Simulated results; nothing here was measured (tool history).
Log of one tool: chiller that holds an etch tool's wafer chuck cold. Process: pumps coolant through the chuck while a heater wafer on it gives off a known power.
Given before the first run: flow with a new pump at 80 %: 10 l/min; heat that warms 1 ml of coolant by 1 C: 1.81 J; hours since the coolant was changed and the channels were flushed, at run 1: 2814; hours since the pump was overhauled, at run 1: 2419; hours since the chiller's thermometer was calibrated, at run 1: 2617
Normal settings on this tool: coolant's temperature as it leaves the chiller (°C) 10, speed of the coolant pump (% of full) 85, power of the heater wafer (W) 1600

run    hour  coolant's temperature as it leaves the chiller (°C)  speed of the coolant pump (% of full)  power of the heater wafer (W)  hours since the coolant was changed and the channels were flushed  hours since the pump was overhauled  hours since the chiller's thermometer was calibrated  chuck's temperature once it has settled (°C)  how much warmer the coolant comes back (C)
  1     0.0                                                   10                                     85                           1600                                                               2814                                 2419                                                  2617                                          26.4                                        4.97
  2   138.2                                                    1                                     85                           1600                                                               2952                                 2558                                                  2755                                          17.6                                        4.90
  3   267.6                                                   10                                     85                           1397                                                               3082                                 2687                                                  2884                                          24.1                                        4.35
  4   369.7                                                   10                                     85                           1600                                                               3184                                 2789                                                  2987                                          26.7                                        4.92
  5   448.7                                                   10                                     85                           1600                                                               3263                                 2868                                                  3066                                          26.5                                        4.96
  6   526.2                                                   10                                     85                           2199                                                               3340                                 2946                                                  3143                                          32.6                                        6.77
  7   592.9                                                   10                                     72                           2199                                                               3407                                 3012                                                  3210                                          35.2                                        8.12
  8   727.0                                                   10                                     62                           1600                                                               3541                                 3146                                                  3344                                          30.5                                        6.92
  9   792.4                                                   18                                     69                           1511                                                               3607                                 3212                                                  3409                                          36.0                                        5.84
 10   854.7                                                    2                                     78                           1462                                                               3669                                 3274                                                  3471                                          18.0                                        4.97
 11   990.7                                                    2                                     78                           1462                                                               3805                                 3410                                                  3607                                          18.0                                        4.93
 12  1102.6                                                   14                                     78                           1462                                                               3917                                 3522                                                  3719                                          29.8                                        4.92
 13  1235.6                                                   17                                     94                           1600                                                               4050                                 3655                                                  3852                                          32.4                                        4.38
 14  1379.3                                                   17                                     94                           1600                                                               4193                                 3799                                                  3996                                          32.3                                        4.45
 15  1475.3                                                    8                                     62                           1157                                                               4289                                 3895                                                  4092                                          22.7                                        4.98

Predict each of these 5 candidate next runs independently; none follows another, all start after run 15:
  A  1583.9                                                   14                                     63                           1831                                                               4398                                 4003                                                  4201                                             ?                                           ?
  B  1583.9                                                   18                                     95                           1600                                                               4398                                 4003                                                  4201                                             ?                                           ?
  C  1583.9                                                   10                                     77                           1600                                                               4398                                 4003                                                  4201                                             ?                                           ?
  D  1583.9                                                   10                                     96                            896                                                               4398                                 4003                                                  4201                                             ?                                           ?
  E  1583.9                                                    8                                     62                            950                                                               4398                                 4003                                                  4201                                             ?                                           ?

run  chuck's temperature once it has settled (°C)  how much warmer the coolant comes back (C)
  A                                          36.9                                        7.76
  B                                          33.4                                        4.30
  C                                          27.6                                        5.50
  D                                          18.6                                        2.37
  E                                          20.2                                        4.09
Had the tool no hidden state, the same runs would have come out as:
run  chuck's temperature once it has settled (°C)  how much warmer the coolant comes back (C)
  A                                          36.9                                        7.83
  B                                          33.4                                        4.37
  C                                          27.6                                        5.57
  D                                          18.6                                        2.44
  E                                          20.2                                        4.16
